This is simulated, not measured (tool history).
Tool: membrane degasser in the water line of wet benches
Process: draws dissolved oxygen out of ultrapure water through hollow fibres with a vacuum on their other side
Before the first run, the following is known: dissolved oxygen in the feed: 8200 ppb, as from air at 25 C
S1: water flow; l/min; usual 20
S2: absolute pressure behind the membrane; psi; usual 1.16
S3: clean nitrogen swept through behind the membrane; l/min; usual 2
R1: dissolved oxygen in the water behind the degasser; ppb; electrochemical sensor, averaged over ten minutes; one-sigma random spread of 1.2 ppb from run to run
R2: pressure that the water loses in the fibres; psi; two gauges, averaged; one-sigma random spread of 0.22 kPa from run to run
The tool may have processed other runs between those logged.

run 1 hour=0 | S1=20 S2=1.16 S3=2 | R1=121.1 R2=8.132
run 2 hour=50.8 | S1=20 S2=1.16 S3=2 | R1=122.3 R2=8.124
run 3 hour=92.8 | S1=20 S2=1.16 S3=2 | R1=120.1 R2=8.128
run 4 hour=139.9 | S1=20 S2=1.16 S3=5.03 | R1=52.9 R2=8.141
run 5 hour=196.6 | S1=20 S2=1.16 S3=2 | R1=119.6 R2=8.142
run 6 hour=246.9 | S1=20 S2=1.16 S3=2 | R1=120.3 R2=8.177
run 7 hour=280 | S1=20 S2=1.16 S3=2 | R1=120.3 R2=8.119
run 8 hour=321.4 | S1=20 S2=1.16 S3=2 | R1=120.2 R2=8.14
run 9 hour=357.8 | S1=20 S2=1.16 S3=2 | R1=120.2 R2=8.125
run 10 hour=415.4 | S1=20 S2=1.16 S3=2 | R1=119.2 R2=8.166
run 11 hour=449.8 | S1=20 S2=1.16 S3=2 | R1=119.7 R2=8.157
run 12 hour=505.3 | S1=20 S2=1.16 S3=2 | R1=120.1 R2=8.151
run 13 hour=549.1 | S1=20 S2=1.314 S3=2 | R1=144.7 R2=8.131
run 14 hour=609.6 | S1=20 S2=1.314 S3=2 | R1=146.5 R2=8.144
-- hour=652.7 vacuum gauge calibrated
run 15 hour=677.7 | S1=20 S2=1.314 S3=2 | R1=143.3 R2=8.166
run 16 hour=747.4 | S1=20 S2=1.314 S3=2 | R1=141.2 R2=8.174
run 17 hour=794.8 | S1=20 S2=0.927 S3=1.68 | R1=94.6 R2=8.19

Run 18 comes next. What will it give?
run 18 hour=838.1 | S1=20 S2=0.927 S3=1.68 | R1=? R2=?

{"run 18": {"R1": 93.2, "R2": 8.124}}
Without the tool's hidden state the same run would have given R1 91.9 ppb, R2 7.95 psi.
